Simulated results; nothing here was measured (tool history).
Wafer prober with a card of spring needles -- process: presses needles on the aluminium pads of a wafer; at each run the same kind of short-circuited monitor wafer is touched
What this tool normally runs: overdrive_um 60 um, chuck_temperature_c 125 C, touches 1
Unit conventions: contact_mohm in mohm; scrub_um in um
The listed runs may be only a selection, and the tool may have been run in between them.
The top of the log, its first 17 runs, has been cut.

-- hour=203.6 tips cleaned on abrasive film
run 18 hour=211.2 | overdrive_um=65 chuck_temperature_c=125 touches=1 | contact_mohm=316 scrub_um=15.38
run 19 hour=220.3 | overdrive_um=65 chuck_temperature_c=125 touches=1 | contact_mohm=393 scrub_um=15.28
-- hour=232.9 tips cleaned on abrasive film
run 20 hour=233 | overdrive_um=73 chuck_temperature_c=27 touches=1 | contact_mohm=171 scrub_um=17.1
run 21 hour=247.8 | overdrive_um=72 chuck_temperature_c=27 touches=3 | contact_mohm=219 scrub_um=16.99
run 22 hour=255.5 | overdrive_um=54 chuck_temperature_c=98 touches=1 | contact_mohm=538 scrub_um=12.79
-- hour=261.5 tips cleaned on abrasive film
run 23 hour=266.3 | overdrive_um=77 chuck_temperature_c=53 touches=3 | contact_mohm=189 scrub_um=18.12
run 24 hour=278.3 | overdrive_um=55 chuck_temperature_c=45 touches=2 | contact_mohm=371 scrub_um=12.91
-- hour=290.1 tips cleaned on abrasive film
run 25 hour=290.4 | overdrive_um=43 chuck_temperature_c=96 touches=2 | contact_mohm=210 scrub_um=9.98
run 26 hour=300.8 | overdrive_um=43 chuck_temperature_c=96 touches=2 | contact_mohm=411 scrub_um=10.11
run 27 hour=314 | overdrive_um=43 chuck_temperature_c=96 touches=2 | contact_mohm=528 scrub_um=10.02
-- hour=319.6 tips cleaned on abrasive film
run 28 hour=331.1 | overdrive_um=43 chuck_temperature_c=96 touches=2 | contact_mohm=431 scrub_um=10.1
run 29 hour=339.4 | overdrive_um=42 chuck_temperature_c=49 touches=2 | contact_mohm=534 scrub_um=9.78
-- hour=349 tips cleaned on abrasive film
run 30 hour=353.2 | overdrive_um=60 chuck_temperature_c=35 touches=2 | contact_mohm=233 scrub_um=13.99
run 31 hour=367.9 | overdrive_um=46 chuck_temperature_c=35 touches=2 | contact_mohm=469 scrub_um=10.69
-- hour=378.4 tips cleaned on abrasive film
run 32 hour=380.9 | overdrive_um=57 chuck_temperature_c=74 touches=1 | contact_mohm=249 scrub_um=13.35
run 33 hour=399.7 | overdrive_um=44 chuck_temperature_c=66 touches=1 | contact_mohm=751 scrub_um=10.25
-- hour=408 tips cleaned on abrasive film
run 34 hour=409.2 | overdrive_um=52 chuck_temperature_c=125 touches=2 | contact_mohm=215 scrub_um=12.22

Each row is a separate what-if for the run after 34, all from the same tool condition, not one after another. Results?
run A hour=421.4 | overdrive_um=53 chuck_temperature_c=50 touches=2 | contact_mohm=? scrub_um=?
run B hour=421.4 | overdrive_um=52 chuck_temperature_c=89 touches=1 | contact_mohm=? scrub_um=?
run C hour=421.4 | overdrive_um=72 chuck_temperature_c=125 touches=1 | contact_mohm=? scrub_um=?
run D hour=421.4 | overdrive_um=60 chuck_temperature_c=84 touches=1 | contact_mohm=? scrub_um=?

run=A contact_mohm=360 scrub_um=12.37
run=B contact_mohm=493 scrub_um=12.04
run=C contact_mohm=333 scrub_um=16.79
run=D contact_mohm=421 scrub_um=14
Without the tool's hidden state the same runs would have given:
run=A contact_mohm=161 scrub_um=12.52
run=B contact_mohm=170 scrub_um=12.19
run=C contact_mohm=167 scrub_um=16.94
run=D contact_mohm=169 scrub_um=14.15

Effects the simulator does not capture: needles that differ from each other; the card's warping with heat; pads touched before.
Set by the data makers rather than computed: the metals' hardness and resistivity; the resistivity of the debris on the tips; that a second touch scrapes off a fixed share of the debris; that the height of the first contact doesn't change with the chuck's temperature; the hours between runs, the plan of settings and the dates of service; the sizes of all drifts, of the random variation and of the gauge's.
